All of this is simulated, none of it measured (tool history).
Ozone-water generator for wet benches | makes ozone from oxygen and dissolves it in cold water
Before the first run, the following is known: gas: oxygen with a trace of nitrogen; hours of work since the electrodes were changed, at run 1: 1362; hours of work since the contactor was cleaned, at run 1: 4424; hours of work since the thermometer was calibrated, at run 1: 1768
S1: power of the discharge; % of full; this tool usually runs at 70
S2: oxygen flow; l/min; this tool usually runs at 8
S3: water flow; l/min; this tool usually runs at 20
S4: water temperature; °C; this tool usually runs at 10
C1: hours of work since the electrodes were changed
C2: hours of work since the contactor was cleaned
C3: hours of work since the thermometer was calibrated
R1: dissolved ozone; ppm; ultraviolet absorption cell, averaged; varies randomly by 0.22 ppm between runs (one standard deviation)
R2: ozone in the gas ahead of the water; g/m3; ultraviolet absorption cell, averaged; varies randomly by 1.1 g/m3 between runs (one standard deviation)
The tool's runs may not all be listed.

run	hour	S1	S2	S3	S4	C1	C2	C3	R1	R2
1	0	70	8	20	10	1362	4424	1768	32.4	192.6
2	104.6	70	8	20	10	1436	4498	1843	32.2	192.7
3	153.6	70	8	20	10	1471	4533	1877	32.4	191.4
4	228.2	70	8	20	10	1524	4586	1930	32	191.5
5	290.5	70	8	20	10	1568	4630	1974	32.1	190.7
6	381.8	70	8	20	10	1633	4695	2039	32.2	191.5
7	475.9	70	8	20	10	1699	4761	2105	32.2	188.5
8	567.2	70	8	20	10	1764	4826	2170	32.3	189.7
9	661.5	70	8	19	10	1830	4893	2237	33.4	189.2
10	762.9	70	8	19	10	1902	4964	2308	33.6	188.2
11	841	70	8	19	10	1958	5020	2364	33.7	187.5
# hour 884.5: gauge calibrated
12	896.1	70	8	20	10	1997	5059	2403	32.4	193.8
13	941	70	8	16	10	2028	5090	2435	38.5	193.3
# hour 1008.9: contactor cleaned
14	1016.5	70	8	20	10	2079	5	2485	32.2	193.9
15	1116.9	70	8	20	10	2150	76	2556	32.5	190.6
# hour 1134.9: water thermometer calibrated
16	1223.4	70	6.4	20	10	2225	151	63	32.6	216.5
17	1272.6	70	6.4	20	10	2260	186	98	32.7	216.7
18	1334.7	70	6.4	20	10	2304	230	141	32.7	215.8
19	1416	70	6.4	20	10	2361	288	199	32.2	212.6
20	1475.6	54	5.44	12	9	2404	330	241	41.4	199.6
21	1523.7	54	5.44	12	9	2438	364	275	41.4	198.1
22	1624.8	70	8	15	9	2509	436	347	40.4	188.9
23	1674.8	58	8	20	10	2545	471	382	28.7	167.9
24	1775.1	99	8	20	10	2615	542	453	40.3	232.7
25	1847.2	99	8	20	10	2667	593	504	40	232.4
26	1953.6	99	11.56	20	10	2742	668	580	39.1	187.5
27	2014	99	5.43	19	10	2785	711	622	41.5	282.2
28	2073.6	65	11.95	28	17	2827	753	664	20.2	143.7
29	2135.7	43	8	20	10	2871	797	708	24	136.3
30	2194.6	70	10.29	20	10	2912	839	750	31.7	159.5
31	2298.5	70	10.29	20	10	2986	912	824	32.2	158.6
32	2400.2	70	10.29	20	10	3058	984	896	31.7	161.1
33	2458.8	70	10.29	20	10	3099	1026	937	31.9	159.5

Alternative continuations, all from the tool just after run 33; predict every row:
A	2517.8	67	4.16	20	10	3141	1068	979	?	?
B	2517.8	48	8	20	10	3141	1068	979	?	?
C	2517.8	70	10.29	21	10	3141	1068	979	?	?
D	2517.8	70	10.29	20	15	3141	1068	979	?	?

run	R1	R2
A	30.9	255.3
B	25.5	143.1
C	30.6	158.9
D	29	159
Take away the tool's hidden state, keep each run's random variation, and the runs would have read:
run	R1	R2
A	31	270.4
B	25.5	151.5
C	30.6	168.3
D	29.1	168.4
